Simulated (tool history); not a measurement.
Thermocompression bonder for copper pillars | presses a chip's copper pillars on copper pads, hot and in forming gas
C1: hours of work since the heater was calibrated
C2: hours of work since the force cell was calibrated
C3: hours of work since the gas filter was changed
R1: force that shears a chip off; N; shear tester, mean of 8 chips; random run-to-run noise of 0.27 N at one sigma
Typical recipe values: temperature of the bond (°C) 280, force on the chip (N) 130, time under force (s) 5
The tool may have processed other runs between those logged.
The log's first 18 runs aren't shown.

run 19 hour=138.4 | temperature_of_the_bond_(°C)=280 force_on_the_chip_(N)=130 time_under_force_(s)=7 | C1=644 C2=346 C3=29 | R1=74.2
run 20 hour=144.2 | temperature_of_the_bond_(°C)=280 force_on_the_chip_(N)=130 time_under_force_(s)=5 | C1=648 C2=350 C3=33 | R1=65.3
run 21 hour=152.6 | temperature_of_the_bond_(°C)=280 force_on_the_chip_(N)=130 time_under_force_(s)=5 | C1=653 C2=355 C3=39 | R1=65.4
run 22 hour=161.6 | temperature_of_the_bond_(°C)=280 force_on_the_chip_(N)=95 time_under_force_(s)=5 | C1=660 C2=362 C3=45 | R1=46.3
run 23 hour=168.1 | temperature_of_the_bond_(°C)=303 force_on_the_chip_(N)=170 time_under_force_(s)=5 | C1=664 C2=366 C3=50 | R1=105.5
run 24 hour=177.7 | temperature_of_the_bond_(°C)=302 force_on_the_chip_(N)=94 time_under_force_(s)=5 | C1=671 C2=373 C3=56 | R1=59.8
run 25 hour=187.0 | temperature_of_the_bond_(°C)=302 force_on_the_chip_(N)=94 time_under_force_(s)=5 | C1=677 C2=379 C3=63 | R1=59.2
run 26 hour=195.3 | temperature_of_the_bond_(°C)=290 force_on_the_chip_(N)=130 time_under_force_(s)=5 | C1=683 C2=385 C3=69 | R1=73.0
run 27 hour=205.8 | temperature_of_the_bond_(°C)=290 force_on_the_chip_(N)=130 time_under_force_(s)=5 | C1=690 C2=392 C3=76 | R1=73.2
run 28 hour=211.8 | temperature_of_the_bond_(°C)=262 force_on_the_chip_(N)=151 time_under_force_(s)=5 | C1=694 C2=396 C3=80 | R1=61.1
run 29 hour=217.0 | temperature_of_the_bond_(°C)=262 force_on_the_chip_(N)=151 time_under_force_(s)=5 | C1=698 C2=400 C3=84 | R1=60.9
run 30 hour=221.3 | temperature_of_the_bond_(°C)=273 force_on_the_chip_(N)=144 time_under_force_(s)=5 | C1=701 C2=403 C3=87 | R1=66.5
run 31 hour=228.2 | temperature_of_the_bond_(°C)=273 force_on_the_chip_(N)=144 time_under_force_(s)=5 | C1=706 C2=408 C3=91 | R1=67.0
run 32 hour=238.1 | temperature_of_the_bond_(°C)=279 force_on_the_chip_(N)=126 time_under_force_(s)=12 | C1=713 C2=415 C3=98 | R1=84.0
run 33 hour=248.8 | temperature_of_the_bond_(°C)=279 force_on_the_chip_(N)=126 time_under_force_(s)=12 | C1=720 C2=422 C3=106 | R1=84.7
run 34 hour=254.1 | temperature_of_the_bond_(°C)=279 force_on_the_chip_(N)=126 time_under_force_(s)=12 | C1=724 C2=426 C3=109 | R1=84.6
run 35 hour=262.9 | temperature_of_the_bond_(°C)=279 force_on_the_chip_(N)=84 time_under_force_(s)=12 | C1=730 C2=432 C3=115 | R1=55.4
run 36 hour=270.2 | temperature_of_the_bond_(°C)=302 force_on_the_chip_(N)=126 time_under_force_(s)=10 | C1=735 C2=437 C3=120 | R1=98.8
run 37 hour=280.2 | temperature_of_the_bond_(°C)=252 force_on_the_chip_(N)=125 time_under_force_(s)=4 | C1=742 C2=444 C3=127 | R1=38.6
run 38 hour=286.0 | temperature_of_the_bond_(°C)=258 force_on_the_chip_(N)=95 time_under_force_(s)=13 | C1=746 C2=448 C3=131 | R1=49.4
run 39 hour=295.4 | temperature_of_the_bond_(°C)=254 force_on_the_chip_(N)=130 time_under_force_(s)=5 | C1=752 C2=454 C3=138 | R1=45.8
run 40 hour=303.5 | temperature_of_the_bond_(°C)=254 force_on_the_chip_(N)=130 time_under_force_(s)=5 | C1=758 C2=460 C3=143 | R1=45.5

Forecast each of these 4 alternatives for the next run:
run A hour=309.9 | temperature_of_the_bond_(°C)=309 force_on_the_chip_(N)=98 time_under_force_(s)=7 | C1=762 C2=464 C3=148 | R1=?
run B hour=309.9 | temperature_of_the_bond_(°C)=307 force_on_the_chip_(N)=130 time_under_force_(s)=5 | C1=762 C2=464 C3=148 | R1=?
run C hour=309.9 | temperature_of_the_bond_(°C)=270 force_on_the_chip_(N)=162 time_under_force_(s)=5 | C1=762 C2=464 C3=148 | R1=?
run D hour=309.9 | temperature_of_the_bond_(°C)=254 force_on_the_chip_(N)=80 time_under_force_(s)=5 | C1=762 C2=464 C3=148 | R1=?

run=A R1=74.9
run=B R1=86.5
run=C R1=72.3
run=D R1=25.1
Take away the tool's hidden state, keep each run's random variation, and the runs would have read:
run=A R1=73.9
run=B R1=85.5
run=C R1=70.9
run=D R1=24.2
